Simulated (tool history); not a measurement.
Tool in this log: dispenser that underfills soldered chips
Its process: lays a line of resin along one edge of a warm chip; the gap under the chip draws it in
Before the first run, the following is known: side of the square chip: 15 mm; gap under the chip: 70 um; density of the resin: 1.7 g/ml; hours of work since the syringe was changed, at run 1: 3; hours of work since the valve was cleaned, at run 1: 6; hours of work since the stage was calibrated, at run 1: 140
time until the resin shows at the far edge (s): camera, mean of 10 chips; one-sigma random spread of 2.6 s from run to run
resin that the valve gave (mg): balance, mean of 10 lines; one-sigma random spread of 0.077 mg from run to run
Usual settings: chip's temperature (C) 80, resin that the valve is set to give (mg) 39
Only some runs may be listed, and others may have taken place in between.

run	day	chip's temperature (C)	resin that the valve is set to give (mg)	hours of work since the syringe was changed	hours of work since the valve was cleaned	hours of work since the stage was calibrated	time until the resin shows at the far edge (s)	resin that the valve gave (mg)
1	0	80	39	3	6	140	302.5	38.81
2	0.175	80	39	6	9	143	356.9	38.84
# day 0.375: new syringe of resin
3	0.392	80	39	0	12	146	252	38.81
4	0.575	80	39	4	16	150	308.2	38.82
5	0.742	74	39	7	19	153	485.5	38.67
# day 0.921: new syringe of resin
6	0.946	80	39	0	22	156	247.4	38.67
7	1.179	80	39	5	27	161	330.2	38.7
8	1.433	80	39	9	31	165	441	38.57
# day 1.475: new syringe of resin
9	1.592	80	39	2	34	168	286.1	38.61
10	1.742	80	39	5	37	171	325.5	38.6
11	1.867	80	39	7	39	173	385.2	38.39
# day 2.025: new syringe of resin
12	2.046	80	39	0	42	176	247.7	38.52
13	2.254	80	39	4	46	180	312.4	38.36
14	2.388	80	39	7	48	182	363.4	38.39
# day 2.571: new syringe of resin
15	2.6	81	39	1	52	186	253.3	38.34
16	2.808	74	33.4	4	56	190	443.6	32.67
17	3.062	74	33.4	9	60	194	596.3	32.71
# day 3.117: new syringe of resin
18	3.283	71	42.5	3	64	198	437.4	41.58
19	3.408	82	43.6	5	66	200	309.1	42.57
# day 3.562: dispensing valve cleaned and set on the balance
20	3.625	78	45.8	9	1	203	460.3	45.8
# day 3.712: new syringe of resin
21	3.904	71	44.5	3	6	208	440.3	44.47
22	4.138	78	46.7	8	10	213	411	46.5
# day 4.254: new syringe of resin
23	4.412	65	37.4	3	15	217	563.6	37.25
24	4.538	76	35.3	5	17	220	414.5	35.02
25	4.771	80	36.5	9	22	224	453	36.14
# day 4.8: new syringe of resin
26	5.038	80	36.5	4	26	228	320.5	36.32
27	5.233	66	35.6	8	30	232	745.3	35.41
# day 5.35: new syringe of resin
28	5.467	66	34.9	2	34	236	528.6	34.6
29	5.646	66	40.3	5	37	239	622.4	39.73

4 ways to go on from here, each from the tool as it stands after run 29. What would each give?
A	5.854	89	45.9	9	41	243	?	?
B	5.854	66	38.4	9	41	243	?	?
C	5.854	80	39.1	9	41	243	?	?
D	5.854	76	35.2	9	41	243	?	?

run	time until the resin shows at the far edge (s)	resin that the valve gave (mg)
A	296.4	45.28
B	797.2	37.77
C	430.9	38.55
D	524.1	34.69
Had the tool no hidden state, the same runs would have come out as:
run	time until the resin shows at the far edge (s)	resin that the valve gave (mg)
A	174.8	45.91
B	473.4	38.29
C	254.5	39.08
D	309.7	35.16
